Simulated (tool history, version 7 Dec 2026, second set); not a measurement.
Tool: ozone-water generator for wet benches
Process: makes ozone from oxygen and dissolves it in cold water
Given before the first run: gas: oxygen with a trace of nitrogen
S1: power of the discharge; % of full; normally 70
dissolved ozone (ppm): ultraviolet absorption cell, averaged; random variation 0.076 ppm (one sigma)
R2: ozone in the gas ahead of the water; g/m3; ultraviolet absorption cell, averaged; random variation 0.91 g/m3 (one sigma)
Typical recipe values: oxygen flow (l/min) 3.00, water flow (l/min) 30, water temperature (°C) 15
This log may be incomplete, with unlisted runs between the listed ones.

run 1 hour=0.0 | S1=70 oxygen_flow_(l/min)=3.00 water_flow_(l/min)=30 water_temperature_(°C)=15 | dissolved_ozone_(ppm)=6.92 R2=152.4
run 2 hour=32.1 | S1=70 oxygen_flow_(l/min)=3.00 water_flow_(l/min)=30 water_temperature_(°C)=15 | dissolved_ozone_(ppm)=6.97 R2=155.0
run 3 hour=70.0 | S1=70 oxygen_flow_(l/min)=3.00 water_flow_(l/min)=30 water_temperature_(°C)=15 | dissolved_ozone_(ppm)=7.04 R2=153.0
run 4 hour=104.0 | S1=70 oxygen_flow_(l/min)=3.00 water_flow_(l/min)=30 water_temperature_(°C)=15 | dissolved_ozone_(ppm)=6.90 R2=152.7
run 5 hour=145.2 | S1=62 oxygen_flow_(l/min)=3.00 water_flow_(l/min)=30 water_temperature_(°C)=15 | dissolved_ozone_(ppm)=6.32 R2=137.3
run 6 hour=193.5 | S1=57 oxygen_flow_(l/min)=3.00 water_flow_(l/min)=30 water_temperature_(°C)=15 | dissolved_ozone_(ppm)=5.80 R2=129.0
run 7 hour=227.6 | S1=70 oxygen_flow_(l/min)=3.77 water_flow_(l/min)=30 water_temperature_(°C)=15 | dissolved_ozone_(ppm)=7.32 R2=136.5
run 8 hour=255.4 | S1=70 oxygen_flow_(l/min)=3.00 water_flow_(l/min)=30 water_temperature_(°C)=15 | dissolved_ozone_(ppm)=6.91 R2=152.3
run 9 hour=282.9 | S1=84 oxygen_flow_(l/min)=3.00 water_flow_(l/min)=30 water_temperature_(°C)=15 | dissolved_ozone_(ppm)=8.10 R2=178.3
run 10 hour=321.2 | S1=84 oxygen_flow_(l/min)=3.00 water_flow_(l/min)=30 water_temperature_(°C)=15 | dissolved_ozone_(ppm)=8.15 R2=178.5
run 11 hour=347.2 | S1=84 oxygen_flow_(l/min)=3.00 water_flow_(l/min)=30 water_temperature_(°C)=15 | dissolved_ozone_(ppm)=8.11 R2=177.7
run 12 hour=397.4 | S1=70 oxygen_flow_(l/min)=3.00 water_flow_(l/min)=30 water_temperature_(°C)=15 | dissolved_ozone_(ppm)=7.04 R2=150.8
run 13 hour=423.4 | S1=70 oxygen_flow_(l/min)=3.00 water_flow_(l/min)=30 water_temperature_(°C)=15 | dissolved_ozone_(ppm)=6.92 R2=152.2
run 14 hour=465.4 | S1=70 oxygen_flow_(l/min)=3.00 water_flow_(l/min)=30 water_temperature_(°C)=15 | dissolved_ozone_(ppm)=6.92 R2=152.1
run 15 hour=495.3 | S1=70 oxygen_flow_(l/min)=3.00 water_flow_(l/min)=30 water_temperature_(°C)=15 | dissolved_ozone_(ppm)=7.01 R2=154.2
run 16 hour=526.3 | S1=70 oxygen_flow_(l/min)=3.00 water_flow_(l/min)=30 water_temperature_(°C)=19 | dissolved_ozone_(ppm)=6.82 R2=151.9
run 17 hour=567.3 | S1=70 oxygen_flow_(l/min)=3.00 water_flow_(l/min)=30 water_temperature_(°C)=19 | dissolved_ozone_(ppm)=6.74 R2=153.6
run 18 hour=618.8 | S1=70 oxygen_flow_(l/min)=1.60 water_flow_(l/min)=30 water_temperature_(°C)=11 | dissolved_ozone_(ppm)=5.57 R2=204.3
run 19 hour=653.5 | S1=70 oxygen_flow_(l/min)=3.00 water_flow_(l/min)=36 water_temperature_(°C)=15 | dissolved_ozone_(ppm)=5.58 R2=153.4
run 20 hour=682.1 | S1=71 oxygen_flow_(l/min)=2.00 water_flow_(l/min)=21 water_temperature_(°C)=15 | dissolved_ozone_(ppm)=9.12 R2=186.8
run 21 hour=713.8 | S1=70 oxygen_flow_(l/min)=3.00 water_flow_(l/min)=29 water_temperature_(°C)=15 | dissolved_ozone_(ppm)=7.30 R2=153.5
run 22 hour=766.1 | S1=70 oxygen_flow_(l/min)=3.00 water_flow_(l/min)=29 water_temperature_(°C)=15 | dissolved_ozone_(ppm)=7.22 R2=153.6
run 23 hour=797.3 | S1=70 oxygen_flow_(l/min)=3.00 water_flow_(l/min)=29 water_temperature_(°C)=15 | dissolved_ozone_(ppm)=7.26 R2=152.8
run 24 hour=844.0 | S1=70 oxygen_flow_(l/min)=3.00 water_flow_(l/min)=29 water_temperature_(°C)=15 | dissolved_ozone_(ppm)=7.23 R2=151.9
run 25 hour=890.6 | S1=47 oxygen_flow_(l/min)=1.63 water_flow_(l/min)=29 water_temperature_(°C)=15 | dissolved_ozone_(ppm)=4.07 R2=142.8
run 26 hour=930.9 | S1=51 oxygen_flow_(l/min)=3.39 water_flow_(l/min)=38 water_temperature_(°C)=8 | dissolved_ozone_(ppm)=4.41 R2=109.5
run 27 hour=964.3 | S1=70 oxygen_flow_(l/min)=3.46 water_flow_(l/min)=47 water_temperature_(°C)=15 | dissolved_ozone_(ppm)=4.29 R2=141.8
run 28 hour=1010.6 | S1=66 oxygen_flow_(l/min)=3.46 water_flow_(l/min)=28 water_temperature_(°C)=16 | dissolved_ozone_(ppm)=7.35 R2=134.9
run 29 hour=1038.7 | S1=66 oxygen_flow_(l/min)=3.46 water_flow_(l/min)=28 water_temperature_(°C)=16 | dissolved_ozone_(ppm)=7.45 R2=137.3
run 30 hour=1077.6 | S1=70 oxygen_flow_(l/min)=1.82 water_flow_(l/min)=19 water_temperature_(°C)=15 | dissolved_ozone_(ppm)=9.72 R2=193.5
run 31 hour=1116.0 | S1=70 oxygen_flow_(l/min)=1.82 water_flow_(l/min)=19 water_temperature_(°C)=15 | dissolved_ozone_(ppm)=9.84 R2=189.9
run 32 hour=1145.4 | S1=52 oxygen_flow_(l/min)=1.91 water_flow_(l/min)=19 water_temperature_(°C)=10 | dissolved_ozone_(ppm)=7.78 R2=145.5

4 ways to go on from here, each from the tool as it stands after run 32. What would each give?
run A hour=1175.8 | S1=70 oxygen_flow_(l/min)=3.00 water_flow_(l/min)=30 water_temperature_(°C)=18 | dissolved_ozone_(ppm)=? R2=?
run B hour=1175.8 | S1=60 oxygen_flow_(l/min)=3.00 water_flow_(l/min)=43 water_temperature_(°C)=7 | dissolved_ozone_(ppm)=? R2=?
run C hour=1175.8 | S1=70 oxygen_flow_(l/min)=4.10 water_flow_(l/min)=30 water_temperature_(°C)=15 | dissolved_ozone_(ppm)=? R2=?
run D hour=1175.8 | S1=52 oxygen_flow_(l/min)=1.91 water_flow_(l/min)=36 water_temperature_(°C)=10 | dissolved_ozone_(ppm)=? R2=?

run=A dissolved_ozone_(ppm)=6.76 R2=152.7
run=B dissolved_ozone_(ppm)=4.18 R2=134.1
run=C dissolved_ozone_(ppm)=7.45 R2=132.7
run=D dissolved_ozone_(ppm)=3.76 R2=145.2
What these runs would have given with no unlogged condition in the tool:
run=A dissolved_ozone_(ppm)=6.77 R2=152.8
run=B dissolved_ozone_(ppm)=4.18 R2=134.2
run=C dissolved_ozone_(ppm)=7.47 R2=132.8
run=D dissolved_ozone_(ppm)=3.76 R2=145.2

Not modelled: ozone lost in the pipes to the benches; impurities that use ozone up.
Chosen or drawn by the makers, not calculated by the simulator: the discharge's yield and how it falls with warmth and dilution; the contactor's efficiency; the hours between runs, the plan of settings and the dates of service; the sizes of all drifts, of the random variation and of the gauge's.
